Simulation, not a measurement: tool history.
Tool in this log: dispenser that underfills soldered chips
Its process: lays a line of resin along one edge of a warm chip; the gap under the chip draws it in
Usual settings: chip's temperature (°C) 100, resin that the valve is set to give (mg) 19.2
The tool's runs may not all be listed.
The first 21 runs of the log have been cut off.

run,hour,chip's temperature (°C),resin that the valve is set to give (mg),hours of work since the syringe was changed,hours of work since the valve was cleaned,hours of work since the stage was calibrated,time until the resin shows at the far edge (s),resin that the valve gave (mg)
# hour 162.7: new syringe of resin
22,168.5,105,19.2,4,10,150,179.7,19.06
# hour 170.7: new syringe of resin
23,176.9,104,18.4,4,16,156,190.5,18.35
# hour 178.5: new syringe of resin
24,185.3,104,21.8,5,21,162,193.3,21.52
# hour 186.4: new syringe of resin
# hour 195.1: new syringe of resin
25,195.4,99,16.4,0,28,169,187.0,16.11
26,200.5,95,17.9,4,32,172,274.4,17.50
# hour 203.0: new syringe of resin
27,207.7,108,20.1,3,37,177,151.5,19.64
# hour 211.1: new syringe of resin
28,215.8,110,19.2,3,42,183,142.5,18.74
# hour 218.5: dispensing valve cleaned and set on the balance
# hour 219.9: new syringe of resin
# hour 227.9: new syringe of resin
29,227.9,87,22.4,0,6,190,297.0,22.43
30,233.6,104,19.2,4,10,194,184.6,19.19
# hour 236.0: new syringe of resin
31,242.1,104,19.2,4,16,200,188.7,19.11
# hour 244.2: new syringe of resin
32,251.3,92,18.1,5,22,206,337.5,17.95
# hour 252.4: new syringe of resin
# hour 260.5: new syringe of resin
33,260.5,88,22.6,0,29,212,283.5,22.10
# hour 268.6: new syringe of resin
34,269.1,87,24.7,0,34,218,306.4,23.95

Alternative continuations, all from the tool just after run 34; predict every row:
A,275.5,92,19.4,5,39,223,?,?
B,275.5,88,17.2,5,39,223,?,?
C,275.5,95,19.2,5,39,223,?,?
D,275.5,98,21.9,5,39,223,?,?

run,time until the resin shows at the far edge (s),resin that the valve gave (mg)
A,325.7,18.83
B,393.8,16.68
C,293.6,18.58
D,251.4,21.23
With the hidden condition removed and each run's random variation left untouched, the same runs would have given:
run,time until the resin shows at the far edge (s),resin that the valve gave (mg)
A,250.8,19.39
B,302.6,17.18
C,226.1,19.13
D,193.7,21.87
